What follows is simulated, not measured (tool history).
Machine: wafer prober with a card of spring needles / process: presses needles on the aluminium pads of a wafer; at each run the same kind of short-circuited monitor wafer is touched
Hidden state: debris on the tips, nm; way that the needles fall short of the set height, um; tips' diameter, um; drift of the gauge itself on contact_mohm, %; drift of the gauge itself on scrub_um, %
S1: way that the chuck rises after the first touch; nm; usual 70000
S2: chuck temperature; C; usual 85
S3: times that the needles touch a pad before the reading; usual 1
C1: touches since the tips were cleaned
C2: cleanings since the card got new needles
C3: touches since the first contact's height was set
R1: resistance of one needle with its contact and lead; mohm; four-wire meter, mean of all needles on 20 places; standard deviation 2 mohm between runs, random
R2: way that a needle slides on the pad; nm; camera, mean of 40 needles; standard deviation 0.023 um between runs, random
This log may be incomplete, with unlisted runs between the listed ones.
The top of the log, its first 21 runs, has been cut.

run	hour	S1	S2	S3	C1	C2	C3	R1	R2
# hour 865: tips cleaned on abrasive film
# hour 887.2: tips cleaned on abrasive film
22	901.8	54000	85	1	3598	102	14395	215	7370
# hour 911.1: tips cleaned on abrasive film
# hour 934.4: tips cleaned on abrasive film
23	934.4	54000	85	1	0	104	22331	212	7350
# hour 959.3: tips cleaned on abrasive film
# hour 982.2: tips cleaned on abrasive film
24	989	54000	85	1	1664	106	35694	215	7370
# hour 1004: tips cleaned on abrasive film
# hour 1027.6: tips cleaned on abrasive film
25	1045.8	63000	85	1	4488	108	49614	211	8580
# hour 1049: tips cleaned on abrasive film
# hour 1073: tips cleaned on abrasive film
26	1086.5	63000	85	1	3309	110	59551	207	8570
# hour 1096.4: tips cleaned on abrasive film
# hour 1117.4: tips cleaned on abrasive film
# hour 1140.4: tips cleaned on abrasive film
27	1143	63000	85	1	652	113	73362	215	8510
# hour 1162.6: tips cleaned on abrasive film
28	1172.2	63000	85	1	2356	114	80498	210	8530
# hour 1185.8: tips cleaned on abrasive film
# hour 1208.1: tips cleaned on abrasive film
29	1221.5	61000	29	1	3283	116	92557	199	8300
# hour 1230.2: tips cleaned on abrasive film
# hour 1255.1: tips cleaned on abrasive film
30	1269.4	61000	29	1	3500	118	104275	196	8260

What if the next run were any one of these 3? Each begins from the tool's condition after run 30:
# hour 1278.8: tips cleaned on abrasive film
A	1299.1	58000	29	2	5007	119	111556	?	?
# hour 1278.8: tips cleaned on abrasive film
B	1299.1	60000	108	3	5007	119	111556	?	?
# hour 1278.8: tips cleaned on abrasive film
C	1299.1	56000	76	2	5007	119	111556	?	?

run	R1	R2
A	202	7890
B	219	8170
C	211	7590
What these runs would have given with no unlogged condition in the tool:
run	R1	R2
A	202	7890
B	219	8180
C	211	7590
